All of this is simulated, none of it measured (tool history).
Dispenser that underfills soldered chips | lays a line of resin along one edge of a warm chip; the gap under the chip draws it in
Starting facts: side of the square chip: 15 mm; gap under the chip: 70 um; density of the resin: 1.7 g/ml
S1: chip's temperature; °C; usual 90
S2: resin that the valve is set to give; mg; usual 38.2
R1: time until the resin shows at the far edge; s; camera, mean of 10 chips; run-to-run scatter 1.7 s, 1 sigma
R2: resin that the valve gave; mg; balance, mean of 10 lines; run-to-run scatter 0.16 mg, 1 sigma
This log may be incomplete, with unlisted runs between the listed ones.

run   hour   S1    S2     R1     R2
  1      0   90  38.2  209.9  36.08
       0.9  -- new syringe of resin
  2    5.4   90  38.2    191  35.44
  3    7.6   90  38.6    200   36.1
       9.6  -- new syringe of resin
  4   12.3   90  34.5  196.1  32.22
  5   14.7   90  38.2  196.7   35.4
      18.5  -- new syringe of resin
  6   19.5   90    44  171.9  40.95
  7   22.5   90  38.2  193.1  35.35
  8   25.7   90  38.2  204.5  35.37
      27.3  -- new syringe of resin
  9   29.1   90  38.2  181.8  35.02
 10   31.5   95  38.2  156.7  35.26
 11   33.8   95  38.2  164.7  35.33
      36.4  -- new syringe of resin
 12   37.5   95  38.2  144.4  34.92
 13   42.3   81  38.2  291.7  35.15
      45.3  -- new syringe of resin
 14   47.2   81  38.2  274.9  34.55
 15   50.1   81  38.2  294.4  34.77
 16   52.4   81  38.2  306.8  34.84
      54.1  -- new syringe of resin
 17   55.8   81  38.2  274.9  34.63
 18   60.8   90  38.2  209.9  34.29
      63.3  -- new syringe of resin
 19   64.6   98  38.2  136.1  34.24
 20   68.9   86    47  233.5  42.04
 21   71.2   90  38.2  214.4  34.32
      72.2  -- new syringe of resin
 22   75.2  102  42.6    112  38.45
 23   77.6   99  45.8  138.4  41.04
      81.3  -- new syringe of resin
 24   81.7   99  45.8  115.5  40.83
 25   85.7   99  45.8    130  40.57
 26   87.9   82  36.7  297.4  32.42
      90.3  -- new syringe of resin
 27   92.1   96  38.9    147  34.48
 28   95.2   91  42.4  186.5  37.64
 29   97.6   91  42.4  197.8  37.65
      99.3  -- new syringe of resin
 30  101.3   95  42.8  148.9  37.57
 31  104.2   95  37.2  167.2  32.56
     108.4  -- new syringe of resin
 32  109.3   93  38.2  165.2  33.47
 33  113.2   93  38.2  179.3  33.48
 34  116.7   90  36.7  220.7  31.89
     117.3  -- new syringe of resin
 35  121.4   99  35.1  142.5  30.21
 36  124.9   99  35.1  148.2   30.3

Pick out some run-to-run changes in R1. Of each, how much would a tool without hidden state show as well, from the settings, what came in and chance, and how much is left for the hidden state and any gauge scatter not in both results compared?
Unlogged tool condition in this case: resin's viscosity, % of fresh resin's; dose that the valve gives, % of what is set; true chip temperature over the reading, C; drift of the gauge itself on fill_s, %; drift of the gauge itself on given_mg, %.
Run 12 -> 13: S1 95 -> 81. R1 +147.3 s: hidden state +39.6, all else +107.7.
Run 25 -> 26: S1 99 -> 82, S2 45.8 -> 36.7. R1 +167.4 s: hidden state +41.4, all else +126.
Run 26 -> 27: S1 82 -> 96, S2 36.7 -> 38.9, new syringe of resin. R1 -150.4 s: hidden state -42.9, all else -107.5.
